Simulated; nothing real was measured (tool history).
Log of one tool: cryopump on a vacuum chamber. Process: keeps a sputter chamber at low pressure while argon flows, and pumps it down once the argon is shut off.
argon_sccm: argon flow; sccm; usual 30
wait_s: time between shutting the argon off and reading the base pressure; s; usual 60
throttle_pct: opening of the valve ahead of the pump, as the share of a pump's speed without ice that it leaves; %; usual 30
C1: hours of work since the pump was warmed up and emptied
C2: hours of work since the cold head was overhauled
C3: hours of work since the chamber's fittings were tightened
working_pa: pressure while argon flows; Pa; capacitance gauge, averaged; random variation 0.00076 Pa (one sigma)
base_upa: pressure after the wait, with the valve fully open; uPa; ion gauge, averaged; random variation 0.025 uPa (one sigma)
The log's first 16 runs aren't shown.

Run 17, day 21.412: usual settings; C1 276; C2 276; C3 1422. Result: working_pa 0.1535 Pa, base_upa 2.48 uPa.
Run 18, day 22.525: usual settings; C1 287; C2 287; C3 1433. Result: working_pa 0.1547 Pa, base_upa 2.47 uPa.
Run 19, day 24.104: usual settings but argon_sccm 32 sccm; C1 303; C2 303; C3 1449. Result: working_pa 0.1667 Pa, base_upa 2.53 uPa.
Run 20, day 25.317: usual settings but argon_sccm 28 sccm, wait_s 36 s, throttle_pct 33 %; C1 315; C2 315; C3 1460. Result: working_pa 0.1336 Pa, base_upa 3.04 uPa.
Run 21, day 26.692: usual settings but argon_sccm 17 sccm, wait_s 28 s, throttle_pct 25 %; C1 328; C2 328; C3 1474. Result: working_pa 0.1051 Pa, base_upa 3.38 uPa.
At day 27.762: pump warmed up, emptied and cooled again.
Run 22, day 28.554: usual settings but argon_sccm 13 sccm, throttle_pct 58 %; C1 8; C2 345; C3 1490. Result: working_pa 0.0324 Pa, base_upa 2.21 uPa.
Run 23, day 29.717: usual settings but argon_sccm 13 sccm, throttle_pct 58 %; C1 19; C2 356; C3 1502. Result: working_pa 0.0337 Pa, base_upa 2.27 uPa.
Run 24, day 31.054: usual settings but argon_sccm 13 sccm, throttle_pct 58 %; C1 32; C2 369; C3 1515. Result: working_pa 0.0333 Pa, base_upa 2.25 uPa.
Run 25, day 31.833: usual settings but argon_sccm 18 sccm; C1 40; C2 377; C3 1523. Result: working_pa 0.0869 Pa, base_upa 2.22 uPa.
Run 26, day 33.450: usual settings but argon_sccm 18 sccm; C1 56; C2 393; C3 1539. Result: working_pa 0.0878 Pa, base_upa 2.25 uPa.
Run 27, day 34.767: usual settings but argon_sccm 43 sccm, wait_s 23 s, throttle_pct 16 %; C1 69; C2 406; C3 1552. Result: working_pa 0.3913 Pa, base_upa 3.53 uPa.
Run 28, day 36.096: usual settings but argon_sccm 43 sccm, wait_s 23 s, throttle_pct 16 %; C1 82; C2 419; C3 1565. Result: working_pa 0.3907 Pa, base_upa 3.49 uPa.
Run 29, day 37.517: usual settings but argon_sccm 59 sccm, wait_s 23 s, throttle_pct 15 %; C1 96; C2 433; C3 1579. Result: working_pa 0.5745 Pa, base_upa 3.61 uPa.
Run 30, day 39.221: usual settings but wait_s 33 s; C1 113; C2 450; C3 1595. Result: working_pa 0.1481 Pa, base_upa 3.12 uPa.
Run 31, day 39.979: usual settings but argon_sccm 22 sccm, wait_s 149 s, throttle_pct 21 %; C1 120; C2 457; C3 1603. Result: working_pa 0.1536 Pa, base_upa 2.01 uPa.
Run 32, day 41.604: usual settings but argon_sccm 46 sccm, wait_s 164 s, throttle_pct 32 %; C1 136; C2 473; C3 1619. Result: working_pa 0.2144 Pa, base_upa 2.00 uPa.
Run 33, day 43.071: usual settings but argon_sccm 12 sccm, wait_s 26 s; C1 151; C2 488; C3 1633. Result: working_pa 0.0590 Pa, base_upa 3.49 uPa.
Run 34, day 44.117: usual settings but argon_sccm 12 sccm, wait_s 26 s; C1 161; C2 498; C3 1644. Result: working_pa 0.0599 Pa, base_upa 3.39 uPa.
Run 35, day 45.571: usual settings but argon_sccm 51 sccm, wait_s 87 s, throttle_pct 16 %; C1 175; C2 512; C3 1658. Result: working_pa 0.4714 Pa, base_upa 2.34 uPa.

3 ways to go on from here, each from the tool as it stands after run 35. What would each give?
Run A, day 47.096: usual settings but throttle_pct 20 %; C1 190; C2 527; C3 1673. Result: working_pa ?, base_upa ?.
Run B, day 47.096: usual settings but argon_sccm 15 sccm, wait_s 169 s, throttle_pct 32 %; C1 190; C2 527; C3 1673. Result: working_pa ?, base_upa ?.
Run C, day 47.096: usual settings but argon_sccm 51 sccm, wait_s 133 s, throttle_pct 29 %; C1 190; C2 527; C3 1673. Result: working_pa ?, base_upa ?.

run  working_pa  base_upa
  A      0.2230      2.53
  B      0.0695      2.03
  C      0.2645      2.18
Without the tool's hidden state the same runs would have given:
run  working_pa  base_upa
  A      0.2159      0.98
  B      0.0659      0.48
  C      0.2524      0.61
